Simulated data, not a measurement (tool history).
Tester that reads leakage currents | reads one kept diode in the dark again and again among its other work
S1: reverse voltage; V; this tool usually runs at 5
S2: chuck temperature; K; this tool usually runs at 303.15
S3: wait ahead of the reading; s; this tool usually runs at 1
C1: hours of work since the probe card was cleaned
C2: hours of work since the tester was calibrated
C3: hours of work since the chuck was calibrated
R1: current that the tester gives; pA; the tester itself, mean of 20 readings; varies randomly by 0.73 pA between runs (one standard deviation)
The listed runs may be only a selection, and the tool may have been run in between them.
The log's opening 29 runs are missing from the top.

{"run": 30, "day": 215.875, "S1": 10.17, "S2": 303.15, "S3": 0.55, "C1": 2569, "C2": 1521, "C3": 111, "R1": 360.4}
{"run": 31, "day": 220.512, "S1": 10.01, "S2": 296.15, "S3": 7, "C1": 2624, "C2": 1576, "C3": 166, "R1": 182.91}
{"run": 32, "day": 230.746, "S1": 10.01, "S2": 296.15, "S3": 7, "C1": 2746, "C2": 1698, "C3": 288, "R1": 183.62}
{"run": 33, "day": 240.883, "S1": 10.01, "S2": 296.15, "S3": 7, "C1": 2866, "C2": 1818, "C3": 408, "R1": 183.03}
{"run": 34, "day": 245.833, "S1": 5, "S2": 324.15, "S3": 1.36, "C1": 2925, "C2": 1877, "C3": 467, "R1": 1445.99}
{"run": 35, "day": 254.662, "S1": 5, "S2": 324.15, "S3": 1.36, "C1": 3030, "C2": 1982, "C3": 572, "R1": 1453.24}
{"day": 255.521, "done": "chuck's temperature calibrated"}
{"run": 36, "day": 262.871, "S1": 8.63, "S2": 308.15, "S3": 3.75, "C1": 3127, "C2": 2079, "C3": 87, "R1": 508.71}
{"run": 37, "day": 267.85, "S1": 8.63, "S2": 305.15, "S3": 3.75, "C1": 3186, "C2": 2138, "C3": 147, "R1": 390.15}
{"run": 38, "day": 273.05, "S1": 5, "S2": 303.15, "S3": 2.12, "C1": 3248, "C2": 2200, "C3": 208, "R1": 243.21}
{"run": 39, "day": 278.542, "S1": 5, "S2": 300.15, "S3": 1.75, "C1": 3313, "C2": 2265, "C3": 274, "R1": 184.71}
{"run": 40, "day": 283.304, "S1": 14.49, "S2": 329.15, "S3": 0.47, "C1": 3370, "C2": 2321, "C3": 330, "R1": 3825.3}

Here are 3 independent what-if runs from the current tool condition. What would each one return?
{"run": "A", "day": 290.229, "S1": 14.49, "S2": 301.15, "S3": 1.41, "C1": 3452, "C2": 2404, "C3": 413, "R1": "?"}
{"run": "B", "day": 290.229, "S1": 4.94, "S2": 302.15, "S3": 3.8, "C1": 3452, "C2": 2404, "C3": 413, "R1": "?"}
{"run": "C", "day": 290.229, "S1": 5, "S2": 303.15, "S3": 4.48, "C1": 3452, "C2": 2404, "C3": 413, "R1": "?"}

run=A R1=359.48
run=B R1=220.4
run=C R1=242.43
Had the tool no hidden state, the same runs would have come out as:
run=A R1=359.13
run=B R1=220.22
run=C R1=242.23
